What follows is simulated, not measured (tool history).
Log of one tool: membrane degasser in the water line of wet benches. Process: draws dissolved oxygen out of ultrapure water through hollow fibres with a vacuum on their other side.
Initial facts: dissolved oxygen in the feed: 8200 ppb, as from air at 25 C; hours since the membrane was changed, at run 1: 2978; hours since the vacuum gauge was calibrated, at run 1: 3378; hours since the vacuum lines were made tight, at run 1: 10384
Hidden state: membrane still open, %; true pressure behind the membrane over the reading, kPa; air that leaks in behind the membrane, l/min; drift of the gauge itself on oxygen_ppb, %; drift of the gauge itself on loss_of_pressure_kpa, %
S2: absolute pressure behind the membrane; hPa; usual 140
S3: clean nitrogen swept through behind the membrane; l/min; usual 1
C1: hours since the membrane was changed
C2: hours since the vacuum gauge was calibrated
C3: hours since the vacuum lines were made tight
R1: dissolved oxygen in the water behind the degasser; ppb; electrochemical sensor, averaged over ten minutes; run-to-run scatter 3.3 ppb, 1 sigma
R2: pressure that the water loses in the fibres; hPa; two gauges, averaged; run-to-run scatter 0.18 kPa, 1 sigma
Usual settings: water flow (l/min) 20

run 1 hour=0 | water_flow_(l/min)=20 S2=140 S3=1 | C1=2978 C2=3378 C3=10384 | R1=466.5 R2=344.3
run 2 hour=77.8 | water_flow_(l/min)=20 S2=140 S3=1 | C1=3056 C2=3456 C3=10462 | R1=468.7 R2=344.7
run 3 hour=183.8 | water_flow_(l/min)=20 S2=140 S3=1 | C1=3162 C2=3562 C3=10568 | R1=470 R2=342.5
run 4 hour=259.5 | water_flow_(l/min)=20 S2=140 S3=1 | C1=3238 C2=3637 C3=10644 | R1=469.5 R2=342.2
run 5 hour=399.5 | water_flow_(l/min)=20 S2=140 S3=1 | C1=3378 C2=3778 C3=10784 | R1=473.4 R2=342.8
-- hour=460.5 seals of the vacuum lines changed
run 6 hour=515.8 | water_flow_(l/min)=25 S2=140 S3=1 | C1=3492 C2=3892 C3=55 | R1=569.1 R2=432.3
run 7 hour=575.8 | water_flow_(l/min)=25 S2=140 S3=1 | C1=3552 C2=3952 C3=115 | R1=576.4 R2=426.6
run 8 hour=642.2 | water_flow_(l/min)=20 S2=140 S3=1.97 | C1=3619 C2=4018 C3=182 | R1=264.1 R2=343.4
run 9 hour=719.4 | water_flow_(l/min)=20 S2=140 S3=1.97 | C1=3696 C2=4095 C3=259 | R1=265.3 R2=344.4
run 10 hour=838.7 | water_flow_(l/min)=20 S2=140 S3=1.97 | C1=3815 C2=4215 C3=378 | R1=267.8 R2=340.9
run 11 hour=909.5 | water_flow_(l/min)=20 S2=140 S3=1.97 | C1=3886 C2=4285 C3=449 | R1=267.2 R2=343.1
run 12 hour=978.3 | water_flow_(l/min)=20 S2=140 S3=1.97 | C1=3955 C2=4354 C3=518 | R1=264 R2=341.3
-- hour=1097.9 vacuum gauge calibrated
run 13 hour=1122.1 | water_flow_(l/min)=20 S2=140 S3=1.97 | C1=4098 C2=24 C3=661 | R1=262 R2=342.8
run 14 hour=1243.4 | water_flow_(l/min)=20 S2=140 S3=1 | C1=4219 C2=146 C3=782 | R1=468.9 R2=344.1
run 15 hour=1331 | water_flow_(l/min)=20 S2=225 S3=2.87 | C1=4307 C2=233 C3=870 | R1=322.5 R2=344
run 16 hour=1411.3 | water_flow_(l/min)=20 S2=140 S3=0.72 | C1=4387 C2=313 C3=950 | R1=611.9 R2=346.7
run 17 hour=1479 | water_flow_(l/min)=20 S2=93 S3=1.22 | C1=4455 C2=381 C3=1018 | R1=235.8 R2=344.1
run 18 hour=1603.8 | water_flow_(l/min)=20 S2=283 S3=1 | C1=4580 C2=506 C3=1143 | R1=1003.5 R2=344.7
run 19 hour=1725 | water_flow_(l/min)=22 S2=142 S3=0.7 | C1=4701 C2=627 C3=1264 | R1=683.4 R2=378.2
run 20 hour=1802.6 | water_flow_(l/min)=29 S2=128 S3=2.04 | C1=4779 C2=705 C3=1342 | R1=337.9 R2=498.3
run 21 hour=1912.6 | water_flow_(l/min)=29 S2=253 S3=0.47 | C1=4889 C2=815 C3=1452 | R1=2026.9 R2=495.8
run 22 hour=1992.3 | water_flow_(l/min)=29 S2=253 S3=0.47 | C1=4968 C2=894 C3=1531 | R1=2039.9 R2=498.1
run 23 hour=2121.8 | water_flow_(l/min)=29 S2=253 S3=0.47 | C1=5098 C2=1024 C3=1661 | R1=2008.7 R2=498.4
run 24 hour=2249.2 | water_flow_(l/min)=18 S2=192 S3=1 | C1=5225 C2=1151 C3=1788 | R1=620.1 R2=306.1
run 25 hour=2317 | water_flow_(l/min)=20 S2=180 S3=2.71 | C1=5293 C2=1219 C3=1856 | R1=270.8 R2=343.8
run 26 hour=2425.7 | water_flow_(l/min)=26 S2=272 S3=2.71 | C1=5402 C2=1328 C3=1965 | R1=538.8 R2=444.4
run 27 hour=2484.9 | water_flow_(l/min)=20 S2=140 S3=0.81 | C1=5461 C2=1387 C3=2024 | R1=553.2 R2=346.1

Alternative continuations, all from the tool just after run 27; predict every row:
run A hour=2620.5 | water_flow_(l/min)=20 S2=278 S3=1.86 | C1=5597 C2=1523 C3=2160 | R1=? R2=?
run B hour=2620.5 | water_flow_(l/min)=12 S2=105 S3=0.59 | C1=5597 C2=1523 C3=2160 | R1=? R2=?
run C hour=2620.5 | water_flow_(l/min)=28 S2=155 S3=2.51 | C1=5597 C2=1523 C3=2160 | R1=? R2=?
run D hour=2620.5 | water_flow_(l/min)=20 S2=140 S3=0.76 | C1=5597 C2=1523 C3=2160 | R1=? R2=?
run E hour=2620.5 | water_flow_(l/min)=17 S2=339 S3=2.87 | C1=5597 C2=1523 C3=2160 | R1=? R2=?

run=A R1=600.5 R2=339.5
run=B R1=324.5 R2=205.2
run=C R1=339.2 R2=481.1
run=D R1=586.3 R2=340.7
run=E R1=432.3 R2=292.1
What these runs would have given with no unlogged condition in the tool:
run=A R1=600.3 R2=339.1
run=B R1=324.4 R2=204.9
run=C R1=339 R2=480.6
run=D R1=586.1 R2=340.3
run=E R1=432.1 R2=291.8
